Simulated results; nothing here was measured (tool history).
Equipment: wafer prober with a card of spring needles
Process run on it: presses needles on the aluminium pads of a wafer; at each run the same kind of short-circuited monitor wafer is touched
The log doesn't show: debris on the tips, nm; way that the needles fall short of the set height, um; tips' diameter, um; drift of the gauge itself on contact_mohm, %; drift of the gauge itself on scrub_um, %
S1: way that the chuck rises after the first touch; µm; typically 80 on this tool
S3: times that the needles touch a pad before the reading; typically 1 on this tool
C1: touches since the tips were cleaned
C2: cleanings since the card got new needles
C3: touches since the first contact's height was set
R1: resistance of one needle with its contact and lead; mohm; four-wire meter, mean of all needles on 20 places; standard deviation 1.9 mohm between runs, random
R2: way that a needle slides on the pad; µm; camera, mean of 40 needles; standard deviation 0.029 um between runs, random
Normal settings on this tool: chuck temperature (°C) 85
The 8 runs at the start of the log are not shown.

-- hour=74.7 tips cleaned on abrasive film
-- hour=81.6 tips cleaned on abrasive film
run 9 hour=84.1 | S1=80 chuck_temperature_(°C)=85 S3=1 | C1=1349 C2=55 C3=84780 | R1=200 R2=14.16
-- hour=88.8 tips cleaned on abrasive film
run 10 hour=90.6 | S1=80 chuck_temperature_(°C)=85 S3=1 | C1=1001 C2=56 C3=88242 | R1=203 R2=14.08
-- hour=96.8 tips cleaned on abrasive film
run 11 hour=101.6 | S1=80 chuck_temperature_(°C)=100 S3=1 | C1=2602 C2=57 C3=94119 | R1=203 R2=14.13
-- hour=103.9 tips cleaned on abrasive film
-- hour=112.1 tips cleaned on abrasive film
run 12 hour=113.2 | S1=80 chuck_temperature_(°C)=100 S3=2 | C1=574 C2=59 C3=100265 | R1=207 R2=14.09
-- hour=120.1 tips cleaned on abrasive film
run 13 hour=122.4 | S1=80 chuck_temperature_(°C)=100 S3=2 | C1=1240 C2=60 C3=105163 | R1=205 R2=14.05
-- hour=128.1 tips cleaned on abrasive film
-- hour=135.4 tips cleaned on abrasive film
run 14 hour=137.0 | S1=80 chuck_temperature_(°C)=86 S3=1 | C1=844 C2=62 C3=112933 | R1=199 R2=13.98
-- hour=142.9 tips cleaned on abrasive film
run 15 hour=149.2 | S1=80 chuck_temperature_(°C)=85 S3=1 | C1=3413 C2=63 C3=119479 | R1=199 R2=13.98
-- hour=150.8 tips cleaned on abrasive film
run 16 hour=156.6 | S1=80 chuck_temperature_(°C)=85 S3=1 | C1=3136 C2=64 C3=123399 | R1=205 R2=14.00
-- hour=157.9 tips cleaned on abrasive film
-- hour=165.4 tips cleaned on abrasive film
-- hour=172.4 tips cleaned on abrasive film
run 17 hour=172.8 | S1=80 chuck_temperature_(°C)=85 S3=1 | C1=177 C2=67 C3=131981 | R1=203 R2=14.00
-- hour=179.7 tips cleaned on abrasive film
-- hour=187.2 tips cleaned on abrasive film
run 18 hour=187.8 | S1=86 chuck_temperature_(°C)=85 S3=1 | C1=296 C2=69 C3=139977 | R1=201 R2=15.01
-- hour=195.1 tips cleaned on abrasive film
-- hour=196.9 gauge calibrated
run 19 hour=199.8 | S1=86 chuck_temperature_(°C)=85 S3=1 | C1=2545 C2=70 C3=146403 | R1=198 R2=15.30
-- hour=202.1 tips cleaned on abrasive film
-- hour=207.3 height of the first contact set anew
run 20 hour=208.9 | S1=71 chuck_temperature_(°C)=85 S3=3 | C1=3543 C2=71 C3=876 | R1=203 R2=12.63
-- hour=210.0 tips cleaned on abrasive film
-- hour=217.3 tips cleaned on abrasive film
run 21 hour=218.9 | S1=81 chuck_temperature_(°C)=85 S3=2 | C1=911 C2=73 C3=6166 | R1=206 R2=14.43
-- hour=224.9 tips cleaned on abrasive film
-- hour=232.3 tips cleaned on abrasive film
run 22 hour=232.4 | S1=70 chuck_temperature_(°C)=118 S3=3 | C1=91 C2=75 C3=13342 | R1=215 R2=12.39
-- hour=239.2 tips cleaned on abrasive film
run 23 hour=245.2 | S1=73 chuck_temperature_(°C)=58 S3=2 | C1=3225 C2=76 C3=20177 | R1=198 R2=12.95
-- hour=246.3 tips cleaned on abrasive film
-- hour=254.2 tips cleaned on abrasive film
-- hour=261.3 tips cleaned on abrasive film
run 24 hour=261.3 | S1=77 chuck_temperature_(°C)=96 S3=1 | C1=0 C2=79 C3=28727 | R1=205 R2=13.64
-- hour=268.4 tips cleaned on abrasive film
run 25 hour=270.9 | S1=77 chuck_temperature_(°C)=96 S3=1 | C1=1344 C2=80 C3=33839 | R1=202 R2=13.64
-- hour=275.4 tips cleaned on abrasive film
run 26 hour=282.1 | S1=80 chuck_temperature_(°C)=85 S3=2 | C1=3634 C2=81 C3=39846 | R1=206 R2=14.07
-- hour=283.7 tips cleaned on abrasive film
-- hour=291.2 tips cleaned on abrasive film
run 27 hour=291.7 | S1=80 chuck_temperature_(°C)=85 S3=2 | C1=294 C2=83 C3=44912 | R1=201 R2=14.12
-- hour=298.5 tips cleaned on abrasive film
run 28 hour=302.3 | S1=80 chuck_temperature_(°C)=85 S3=2 | C1=2043 C2=84 C3=50546 | R1=201 R2=14.09
-- hour=305.4 tips cleaned on abrasive film
-- hour=313.2 tips cleaned on abrasive film
run 29 hour=317.5 | S1=80 chuck_temperature_(°C)=85 S3=2 | C1=2336 C2=86 C3=58663 | R1=200 R2=14.04

Run 30, settings as shown, results not yet in. Your forecast:
-- hour=320.4 tips cleaned on abrasive film
run 30 hour=326.4 | S1=80 chuck_temperature_(°C)=109 S3=1 | C1=3237 C2=87 C3=63382 | R1=? R2=?

Run 30 produced R1 210 mohm, R2 14.03 µm.
Without the tool's hidden state the same run would have given R1 210 mohm, R2 14.27 µm.
